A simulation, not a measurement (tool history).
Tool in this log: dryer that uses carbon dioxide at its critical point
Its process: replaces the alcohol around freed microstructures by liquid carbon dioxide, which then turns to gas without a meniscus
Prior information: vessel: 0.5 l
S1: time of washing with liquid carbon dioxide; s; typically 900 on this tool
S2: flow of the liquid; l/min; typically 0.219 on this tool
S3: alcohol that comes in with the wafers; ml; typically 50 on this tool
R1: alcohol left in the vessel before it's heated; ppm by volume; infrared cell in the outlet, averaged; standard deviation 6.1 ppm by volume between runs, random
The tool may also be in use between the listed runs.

run   hour    S1     S2   S3    R1
  1    0.0   900  0.219   50   375
  2   26.6  1140  0.219   50   116
  3   41.1  1140  0.219   42   110
  4   57.2  1140  0.219   42   121
  5   83.9  1140  0.219   44   116
  6  105.8  1140  0.219   44   124
  7  131.1  1140  0.219   44   127
     136.3  -- inlet filter changed
  8  148.7  1140  0.219   44    96
  9  178.1   900  0.219   50   289
 10  205.4   900  0.219   50   303
 11  226.8   900  0.362   50    58
 12  258.6   900  0.362   50    60
 13  271.8   900  0.362   50    56
 14  302.6   960  0.362  120    63
 15  329.0  1200  0.173   39   253
 16  351.9   960  0.209   68   453
 17  379.7   600  0.163   55  6780
 18  402.0   720  0.295   35   182
 19  424.9   720  0.173  103  6028
 20  437.7  1380  0.219   40    80
 21  464.6  1320  0.219   69   107
 22  496.0  1320  0.219   69   113
 23  526.0  1320  0.219   69   116
     555.4  -- inlet filter changed
 24  558.0  1320  0.219   69    80
 25  584.4  1320  0.332   56    81

Consider 3 possible next runs. They are alternatives, not a sequence: every one starts from the tool as it was left by run 25. What does each give?
  A  600.0  600  0.149  83   ?
  B  600.0  600  0.153  36   ?
  C  600.0  600  0.364  59   ?

run     R1
  A  12109
  B   4833
  C    197
Had the tool no hidden state, the same runs would have come out as:
run     R1
  A  11680
  B   4617
  C    116
